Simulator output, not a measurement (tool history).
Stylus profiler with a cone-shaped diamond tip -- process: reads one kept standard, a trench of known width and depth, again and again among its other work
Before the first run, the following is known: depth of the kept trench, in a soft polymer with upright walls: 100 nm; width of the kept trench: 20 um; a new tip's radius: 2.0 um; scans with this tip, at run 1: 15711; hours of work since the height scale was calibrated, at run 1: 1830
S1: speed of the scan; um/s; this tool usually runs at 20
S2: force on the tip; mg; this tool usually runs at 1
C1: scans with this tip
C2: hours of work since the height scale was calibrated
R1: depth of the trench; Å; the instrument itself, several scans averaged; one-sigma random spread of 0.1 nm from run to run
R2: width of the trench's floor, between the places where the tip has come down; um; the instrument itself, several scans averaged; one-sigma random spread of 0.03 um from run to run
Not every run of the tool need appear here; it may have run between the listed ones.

Run 1, hour 0: usual settings; C1 15711; C2 1830. Result: R1 1016.3 Å, R2 18.46 um.
Run 2, hour 80: usual settings but S1 67 um/s; C1 16184; C2 1885. Result: R1 1017 Å, R2 18.17 um.
At hour 123.6: height scale calibrated on a step standard.
Run 3, hour 166.2: usual settings but S1 67 um/s; C1 16690; C2 29. Result: R1 1007.5 Å, R2 18.13 um.
Run 4, hour 225.6: usual settings but S1 67 um/s; C1 17042; C2 70. Result: R1 1006.8 Å, R2 18.08 um.
Run 5, hour 296.6: usual settings but S1 60 um/s; C1 17461; C2 119. Result: R1 1008.2 Å, R2 18.17 um.
Run 6, hour 376.7: usual settings; C1 17934; C2 174. Result: R1 1008 Å, R2 18.43 um.
Run 7, hour 464.2: usual settings; C1 18452; C2 234. Result: R1 1007 Å, R2 18.41 um.
Run 8, hour 513.5: usual settings; C1 18743; C2 268. Result: R1 1007.3 Å, R2 18.4 um.
Run 9, hour 613.8: usual settings; C1 19336; C2 337. Result: R1 1006.9 Å, R2 18.42 um.
Run 10, hour 684.3: usual settings; C1 19753; C2 386. Result: R1 1009 Å, R2 18.41 um.
Run 11, hour 755.6: usual settings; C1 20174; C2 435. Result: R1 1009.6 Å, R2 18.44 um.
Run 12, hour 849: usual settings; C1 20726; C2 499. Result: R1 1009.1 Å, R2 18.42 um.
Run 13, hour 924.9: usual settings but S1 32 um/s; C1 21175; C2 551. Result: R1 1010.6 Å, R2 18.34 um.
Run 14, hour 975.9: usual settings; C1 21476; C2 587. Result: R1 1011 Å, R2 18.44 um.
Run 15, hour 1043.4: usual settings; C1 21875; C2 633. Result: R1 1010.5 Å, R2 18.36 um.
Run 16, hour 1132.5: usual settings; C1 22401; C2 694. Result: R1 1010 Å, R2 18.44 um.
Run 17, hour 1193.8: usual settings; C1 22764; C2 737. Result: R1 1009.6 Å, R2 18.35 um.
Run 18, hour 1286: usual settings; C1 23309; C2 800. Result: R1 1010.6 Å, R2 18.37 um.
Run 19, hour 1376.9: usual settings but S2 1.32 mg; C1 23846; C2 863. Result: R1 1009.6 Å, R2 18.38 um.
Run 20, hour 1464.4: usual settings but S1 30 um/s, S2 2.61 mg; C1 24363; C2 923. Result: R1 1016.1 Å, R2 18.36 um.
Run 21, hour 1525.2: usual settings but S1 9 um/s, S2 0.7 mg; C1 24723; C2 965. Result: R1 1009.7 Å, R2 18.47 um.
Run 22, hour 1599.8: usual settings but S2 0.38 mg; C1 25163; C2 1016. Result: R1 1008.7 Å, R2 18.28 um.
Run 23, hour 1700: usual settings but S1 28 um/s, S2 0.47 mg; C1 25756; C2 1085. Result: R1 1008.9 Å, R2 18.22 um.
Run 24, hour 1782.9: usual settings but S1 15 um/s, S2 0.4 mg; C1 26245; C2 1142. Result: R1 1009 Å, R2 18.29 um.
Run 25, hour 1864.4: usual settings but S1 15 um/s, S2 0.4 mg; C1 26727; C2 1198. Result: R1 1007.1 Å, R2 18.29 um.
Run 26, hour 1938.1: usual settings but S1 15 um/s, S2 0.4 mg; C1 27163; C2 1249. Result: R1 1010.4 Å, R2 18.34 um.
Run 27, hour 2023.4: usual settings but S1 15 um/s, S2 0.92 mg; C1 27667; C2 1307. Result: R1 1012.6 Å, R2 18.39 um.
Run 28, hour 2099.7: usual settings but S1 6 um/s, S2 1.34 mg; C1 28118; C2 1360. Result: R1 1013.8 Å, R2 18.41 um.
Run 29, hour 2155.9: usual settings but S1 80 um/s, S2 1.31 mg; C1 28450; C2 1399. Result: R1 1014.8 Å, R2 18.01 um.
Run 30, hour 2253: usual settings but S1 80 um/s, S2 1.31 mg; C1 29024; C2 1466. Result: R1 1012.2 Å, R2 18.02 um.
Run 31, hour 2340.8: usual settings but S1 28 um/s, S2 1.57 mg; C1 29543; C2 1526. Result: R1 1014.8 Å, R2 18.31 um.
Run 32, hour 2392.2: usual settings but S1 15 um/s, S2 0.5 mg; C1 29847; C2 1561. Result: R1 1009 Å, R2 18.3 um.
Run 33, hour 2484.9: usual settings but S1 47 um/s, S2 0.51 mg; C1 30395; C2 1625. Result: R1 1012.9 Å, R2 18.02 um.
Run 34, hour 2542.8: usual settings but S1 6 um/s, S2 1.32 mg; C1 30737; C2 1665. Result: R1 1016.3 Å, R2 18.39 um.
Run 35, hour 2594.5: usual settings but S1 6 um/s, S2 1.32 mg; C1 31043; C2 1701. Result: R1 1015.4 Å, R2 18.42 um.
Run 36, hour 2695.3: usual settings but S1 77 um/s, S2 0.6 mg; C1 31638; C2 1770. Result: R1 1011.8 Å, R2 17.75 um.

Pick out some run-to-run changes in R1. Of each, how much would a tool without hidden state show as well, from the settings, what came in and chance, and how much is left for the hidden state and any gauge scatter not in both results compared?
Unlogged tool condition in this case: radius of the tip, um; height scale over the true one, %; drift of the gauge itself on depth_nm, %; drift of the gauge itself on floor_um, %.
Run 2 -> 3: height scale calibrated on a step standard. R1 -9.5 Å: hidden state -9.2, all else -0.3.
Run 19 -> 20: S1 20 -> 30, S2 1.32 -> 2.61. R1 +6.5 Å: hidden state +0.4, all else +6.1.
Run 20 -> 21: S1 30 -> 9, S2 2.61 -> 0.7. R1 -6.4 Å: hidden state +0.1, all else -6.5.
Run 30 -> 31: S1 80 -> 28, S2 1.31 -> 1.57. R1 +2.6 Å: hidden state +0.4, all else +2.2.
